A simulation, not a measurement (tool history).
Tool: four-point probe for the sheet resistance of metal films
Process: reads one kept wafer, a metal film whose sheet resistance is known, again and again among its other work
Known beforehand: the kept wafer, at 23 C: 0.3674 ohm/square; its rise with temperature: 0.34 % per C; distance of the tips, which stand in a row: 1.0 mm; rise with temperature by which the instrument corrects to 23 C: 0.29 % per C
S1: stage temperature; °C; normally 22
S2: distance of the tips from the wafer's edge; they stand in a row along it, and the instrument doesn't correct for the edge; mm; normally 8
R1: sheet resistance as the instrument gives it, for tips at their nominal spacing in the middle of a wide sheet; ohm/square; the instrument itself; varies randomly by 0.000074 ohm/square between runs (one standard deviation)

run	day	S1	S2	R1
1	0.000	22	8	0.370473
2	3.188	22	8	0.370615
3	6.688	22	8	0.370543
4	9.650	22	8	0.370630
5	12.875	28	8	0.371677
6	14.642	28	8	0.371731
7	16.746	21	8	0.370312
8	18.342	21	8	0.370400
9	20.500	22	59	0.367508
10	23.046	22	6	0.372902
11	24.592	19	8	0.369859
12	27.171	19	8	0.369868
13	29.200	19	8	0.369948
14	30.804	19	8	0.370006
15	33.288	22	8	0.370587
16	35.329	23	8	0.370789
17	38.562	22	8	0.370658
18	40.358	22	8	0.370580
19	42.775	22	8	0.370627
20	44.304	22	8	0.370634
21	46.917	22	8	0.370633
22	48.354	22	8	0.370582
23	50.879	22	8	0.370474
24	53.633	22	6	0.372940
25	55.292	22	46	0.367496
26	57.462	21	15	0.368152
27	60.254	29	21	0.369292
28	62.017	29	5	0.376679
29	64.575	20	28	0.367482
30	67.567	33	60	0.369831
31	70.483	33	60	0.369698
32	71.954	30	38	0.369135
33	73.646	21	9	0.369830
34	76.533	31	3	0.390123
35	79.954	34	11	0.371363
36	82.354	34	11	0.371328
37	85.667	30	9	0.371626
38	88.875	30	9	0.371697
39	90.621	20	45	0.367354
40	93.121	20	45	0.367230
41	96.667	21	45	0.367422
42	99.242	21	3	0.388077
43	102.338	20	14	0.368171
44	104.154	20	14	0.368107
45	106.625	28	45	0.368886
46	109.558	25	46	0.369043

Between the runs listed above, the log contained 1 entry, not reproduced here. Where in the sequence does each belong, and how does what the log doesn't record of the tool's condition differ from the listed run before to the listed run after?
From run 45 to run 46: stage's thermometer calibrated (day 108.671)
  inner tips' distance over the nominal, %: 0.276 -> 0.281; tips' flats over new ones', %: 31 -> 32; wafer's true temperature over the reading, C: -0.57 -> 0.03
  measured minus no-state result, R1: +0.000394 -> +0.001157 ohm/square

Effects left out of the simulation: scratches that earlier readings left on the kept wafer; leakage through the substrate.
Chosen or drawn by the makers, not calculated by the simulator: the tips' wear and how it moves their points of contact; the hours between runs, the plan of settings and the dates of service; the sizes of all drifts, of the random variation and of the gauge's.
